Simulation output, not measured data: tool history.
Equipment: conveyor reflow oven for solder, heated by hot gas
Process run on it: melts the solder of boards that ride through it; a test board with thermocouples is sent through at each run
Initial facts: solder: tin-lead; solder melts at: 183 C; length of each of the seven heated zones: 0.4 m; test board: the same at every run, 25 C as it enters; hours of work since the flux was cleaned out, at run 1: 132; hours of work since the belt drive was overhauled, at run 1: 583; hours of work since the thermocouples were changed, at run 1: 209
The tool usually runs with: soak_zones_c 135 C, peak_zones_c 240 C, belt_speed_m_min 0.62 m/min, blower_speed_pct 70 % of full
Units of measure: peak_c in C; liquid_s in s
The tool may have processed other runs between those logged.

run   hour  soak_zones_c  peak_zones_c  belt_speed_m_min  blower_speed_pct  hours of work since the flux was cleaned out  hours of work since the belt drive was overhauled  hours of work since the thermocouples were changed  peak_c  liquid_s
  1      0           135           240              0.62                70                                           132                                                583                                                 209   219.4      58.1
  2   26.8           135           240              0.62                70                                           151                                                602                                                 228   219.5      58.2
  3     48           135           240              0.62                53                                           166                                                617                                                 243     213      52.3
      85.5  -- flux residue cleaned out of gas plates and filters
  4   91.1           135           240              0.62                53                                             4                                                644                                                 269     214      52.9
  5  116.7           135           240              0.62                64                                            22                                                662                                                 288   218.1      57.1
  6  135.1           135           240              0.62                70                                            35                                                675                                                 301   220.1      58.8
  7  161.6           135           240              0.62                67                                            54                                                693                                                 319   219.2        58
  8  199.6           135           240              0.62                70                                            80                                                720                                                 346   220.1      58.9
  9  219.5           135           240              0.62                70                                            95                                                734                                                 360   219.8      58.7
 10  261.5           135           240              0.62                70                                           124                                                764                                                 390   219.7      58.7
 11    301           135           240              0.62                70                                           152                                                792                                                 418   219.7      58.6
 12  329.6           135           240              0.62                70                                           172                                                812                                                 438   219.5      58.5
     358.8  -- flux residue cleaned out of gas plates and filters
 13  363.3           135           240              0.62                79                                             3                                                832                                                 458   222.9      61.5
 14  393.8           135           240              0.62                70                                            25                                                854                                                 479   220.6      59.5
 15  428.4           135           235              0.62                70                                            49                                                878                                                 504   216.2      55.7
 16  462.6           135           235              0.62                70                                            73                                                902                                                 528   216.1      55.8
 17  497.2           135           235              0.62                70                                            98                                                927                                                 552     216      55.7
 18  515.3           142           240             0.507                70                                           110                                                939                                                 565   228.1      82.5
 19  556.8           130           238             0.507                70                                           140                                                969                                                 594   224.4      75.1
 20  578.3           130           238             0.507                70                                           155                                                984                                                 610   224.4      74.9
 21  595.8           135           239             0.571                67                                           167                                                996                                                 622   221.2      65.2
     631.5  -- flux residue cleaned out of gas plates and filters
 22  634.6           132           242              0.62                51                                             2                                               1020                                                 646   214.8      52.6
 23  653.4           131           242             0.631                51                                            15                                               1033                                                 659   213.6      50.3
 24    685           129           243             0.577                69                                            38                                               1055                                                 681   224.7      65.2
 25  716.2           139           247              0.62                85                                            60                                               1077                                                 703   231.3        68
 26  739.3           139           229              0.59                63                                            76                                               1094                                                 720   211.8      56.1
 27  757.1           139           229              0.59                63                                            89                                               1106                                                 732   211.8      56.5
 28  790.9           139           230              0.59                63                                           112                                               1130                                                 756   212.5      56.9
 29  810.8           129           235              0.62                70                                           126                                               1144                                                 770   215.2        53
 30  838.7           129           235             0.681                70                                           146                                               1164                                                 790   211.2      44.4
 31  867.1           147           255             0.623                54                                           166                                               1184                                                 810   229.8      69.6

The logged runs with the hidden state left out (each run's random variation unchanged):
The hidden state here: heat that the gas passes to the board, % of a clean oven's; belt's true speed, % of the reading; true gas temperature in zones 6 and 7 over the reading, C; drift of the gauge itself on peak_c, C; drift of the gauge itself on liquid_s, %.
run  peak_c  liquid_s
  1   219.8      58.1
  2   219.9      58.3
  3   213.3      52.5
  4   213.5      52.1
  5   217.7      56.5
  6   219.7      58.2
  7   218.9      57.5
  8   219.9      58.4
  9   219.6      58.3
 10   219.6      58.3
 11   219.7      58.3
 12   219.6      58.3
 13     222      60.5
 14   219.8      58.5
 15   215.6      54.8
 16   215.6        55
 17   215.5        55
 18   227.5      81.5
 19   223.9      74.2
 20   223.9      74.1
 21   220.8      64.6
 22   213.5      50.9
 23   212.4      48.7
 24   223.6      63.8
 25   230.3      66.8
 26   210.8      54.7
 27   210.8      55.1
 28   211.6      55.6
 29   214.4      51.9
 30   210.7      43.6
 31     229      68.4
